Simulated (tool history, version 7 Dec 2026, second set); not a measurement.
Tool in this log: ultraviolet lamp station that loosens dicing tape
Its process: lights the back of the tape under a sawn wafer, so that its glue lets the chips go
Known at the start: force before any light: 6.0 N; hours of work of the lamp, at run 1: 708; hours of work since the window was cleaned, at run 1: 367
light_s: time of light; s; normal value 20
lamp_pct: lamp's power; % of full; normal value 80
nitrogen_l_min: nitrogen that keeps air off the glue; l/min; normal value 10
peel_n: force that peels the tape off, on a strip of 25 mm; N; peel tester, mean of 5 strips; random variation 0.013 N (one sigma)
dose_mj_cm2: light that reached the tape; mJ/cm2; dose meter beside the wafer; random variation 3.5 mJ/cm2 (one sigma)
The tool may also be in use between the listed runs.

run	hour	light_s	lamp_pct	nitrogen_l_min	hours of work of the lamp	hours of work since the window was cleaned	peel_n	dose_mj_cm2
1	0	20	80	10	708	367	1.023	441
2	25.3	20	80	10	727	386	1.013	434
3	40.2	20	80	10	738	397	1.064	436
4	59.1	20	80	10	752	412	1.024	435
5	76.8	20	80	4	766	425	1.862	433
6	104.6	20	80	10	787	446	1.105	429
7	136.5	20	80	10	811	470	1.098	425
8	161.4	20	76	10	830	489	1.22	400
9	180.7	20	80	10	844	504	1.142	420
10	209	26	97	7	866	525	0.634	651
11	226.8	26	96	7	879	538	0.663	646
12	254	26	96	7	900	559	0.68	633
13	273.6	11	80	3	915	574	3.344	224
14	305.2	13	80	7	939	598	2.447	260
15	330.3	13	80	15	958	617	1.787	255
# hour 342.6: lamp changed
16	354.7	31	89	14	9	634	0.15	927
# hour 368.5: window cleaned of glue's vapour
17	381.9	40	61	14	29	10	0.176	868

3 options for the next run, each taken on its own from the tool as it stands now. Forecast them:
A	400.9	10	89	11	44	24	?	?
B	400.9	40	84	14	44	24	?	?
C	400.9	20	98	19	44	24	?	?

run	peel_n	dose_mj_cm2
A	1.533	321
B	0.089	1203
C	0.253	693
Take away the tool's hidden state, keep each run's random variation, and the runs would have read:
run	peel_n	dose_mj_cm2
A	1.498	327
B	0.087	1225
C	0.242	705
